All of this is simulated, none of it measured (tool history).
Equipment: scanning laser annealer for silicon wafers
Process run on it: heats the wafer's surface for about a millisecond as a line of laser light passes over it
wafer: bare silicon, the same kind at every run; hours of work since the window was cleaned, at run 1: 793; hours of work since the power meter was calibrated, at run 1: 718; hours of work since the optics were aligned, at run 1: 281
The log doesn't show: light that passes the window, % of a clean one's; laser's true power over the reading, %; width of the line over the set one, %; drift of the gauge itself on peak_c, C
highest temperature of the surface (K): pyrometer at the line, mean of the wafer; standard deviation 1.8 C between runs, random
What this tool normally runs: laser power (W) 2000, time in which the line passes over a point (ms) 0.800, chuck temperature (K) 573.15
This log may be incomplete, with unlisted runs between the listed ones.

| run | hour | laser power (W) | time in which the line passes over a point (ms) | chuck temperature (K) | hours of work since the window was cleaned | hours of work since the power meter was calibrated | hours of work since the optics were aligned | highest temperature of the surface (K) |
|---|---|---|---|---|---|---|---|---|
| 1 | 0.0 | 2000 | 0.800 | 573.15 | 793 | 718 | 281 | 1288.15 |
| 2 | 19.4 | 2000 | 0.800 | 573.15 | 807 | 732 | 295 | 1290.15 |
| 3 | 48.4 | 2000 | 0.857 | 573.15 | 829 | 753 | 316 | 1316.15 |
| 4 | 72.5 | 2000 | 0.857 | 573.15 | 846 | 771 | 334 | 1311.15 |
| 5 | 99.4 | 2000 | 0.857 | 573.15 | 866 | 791 | 354 | 1315.15 |
|  | 132.8 | window over the wafer cleaned |
| 6 | 132.8 | 2000 | 0.857 | 573.15 | 0 | 814 | 377 | 1353.15 |
| 7 | 148.8 | 2131 | 0.800 | 573.15 | 12 | 826 | 389 | 1387.15 |
| 8 | 170.2 | 2131 | 0.800 | 573.15 | 28 | 841 | 404 | 1386.15 |
| 9 | 189.7 | 2000 | 0.800 | 573.15 | 42 | 856 | 419 | 1323.15 |
| 10 | 218.4 | 2000 | 0.800 | 573.15 | 63 | 877 | 440 | 1320.15 |
| 11 | 246.8 | 2000 | 0.800 | 573.15 | 84 | 898 | 461 | 1317.15 |
| 12 | 274.2 | 2000 | 0.800 | 573.15 | 104 | 918 | 481 | 1318.15 |
| 13 | 290.9 | 2000 | 0.800 | 573.15 | 116 | 930 | 493 | 1316.15 |
| 14 | 318.6 | 2000 | 0.800 | 573.15 | 137 | 951 | 514 | 1319.15 |
|  | 325.2 | optics aligned, line set to its width |
| 15 | 355.2 | 2000 | 0.800 | 573.15 | 160 | 974 | 22 | 1313.15 |
| 16 | 371.0 | 2133 | 0.582 | 573.15 | 172 | 985 | 34 | 1243.15 |
| 17 | 394.4 | 1874 | 0.800 | 564.15 | 189 | 1003 | 51 | 1247.15 |
| 18 | 422.9 | 2000 | 0.947 | 547.15 | 210 | 1024 | 72 | 1360.15 |
| 19 | 450.7 | 2000 | 0.947 | 547.15 | 230 | 1044 | 92 | 1354.15 |
| 20 | 474.4 | 2120 | 0.983 | 573.15 | 248 | 1061 | 110 | 1459.15 |
| 21 | 506.8 | 2120 | 0.983 | 573.15 | 271 | 1085 | 134 | 1461.15 |
| 22 | 543.0 | 2111 | 0.983 | 572.15 | 298 | 1112 | 160 | 1455.15 |
|  | 555.7 | optics aligned, line set to its width, once more |
| 23 | 574.4 | 2000 | 0.651 | 598.15 | 317 | 1131 | 14 | 1261.15 |
| 24 | 612.7 | 2000 | 0.651 | 598.15 | 346 | 1159 | 42 | 1260.15 |
| 25 | 630.1 | 1959 | 0.783 | 539.15 | 358 | 1172 | 55 | 1250.15 |
| 26 | 656.4 | 1959 | 0.783 | 539.15 | 378 | 1192 | 74 | 1249.15 |

Per-run results on a tool with no hidden state, each run keeping its own random variation:
| run | highest temperature of the surface (K) |
|---|---|
| 1 | 1327.15 |
| 2 | 1330.15 |
| 3 | 1359.15 |
| 4 | 1355.15 |
| 5 | 1360.15 |
| 6 | 1356.15 |
| 7 | 1390.15 |
| 8 | 1390.15 |
| 9 | 1328.15 |
| 10 | 1327.15 |
| 11 | 1325.15 |
| 12 | 1327.15 |
| 13 | 1326.15 |
| 14 | 1330.15 |
| 15 | 1327.15 |
| 16 | 1257.15 |
| 17 | 1261.15 |
| 18 | 1380.15 |
| 19 | 1374.15 |
| 20 | 1483.15 |
| 21 | 1487.15 |
| 22 | 1482.15 |
| 23 | 1272.15 |
| 24 | 1273.15 |
| 25 | 1265.15 |
| 26 | 1264.15 |
